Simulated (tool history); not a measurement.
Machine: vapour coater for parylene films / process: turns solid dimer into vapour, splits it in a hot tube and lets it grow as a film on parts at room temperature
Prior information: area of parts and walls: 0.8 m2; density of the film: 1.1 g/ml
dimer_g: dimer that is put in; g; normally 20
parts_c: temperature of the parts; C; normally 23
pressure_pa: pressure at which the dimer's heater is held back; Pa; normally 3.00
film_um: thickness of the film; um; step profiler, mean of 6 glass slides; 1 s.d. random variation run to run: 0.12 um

| run | hour | dimer_g | parts_c | pressure_pa | film_um |
|---|---|---|---|---|---|
| 1 | 0.0 | 20 | 23 | 3.00 | 16.61 |
| 2 | 22.0 | 20 | 23 | 10.48 | 15.06 |
| 3 | 37.4 | 20 | 23 | 10.48 | 14.89 |
| 4 | 54.6 | 35 | 23 | 10.48 | 26.21 |
| 5 | 69.2 | 35 | 23 | 10.48 | 26.04 |
|  | 71.8 | table's thermometer calibrated |
| 6 | 91.5 | 20 | 23 | 3.48 | 15.84 |
| 7 | 112.5 | 20 | 23 | 3.48 | 16.08 |

Run 8, settings as shown, results not yet in. Your forecast:
| 8 | 140.5 | 20 | 23 | 3.48 | ? |

{"run 8": {"film_um": 15.95}}
With the hidden condition absent and the run-to-run variation left alone, this run would have shown film_um 17.95 um.
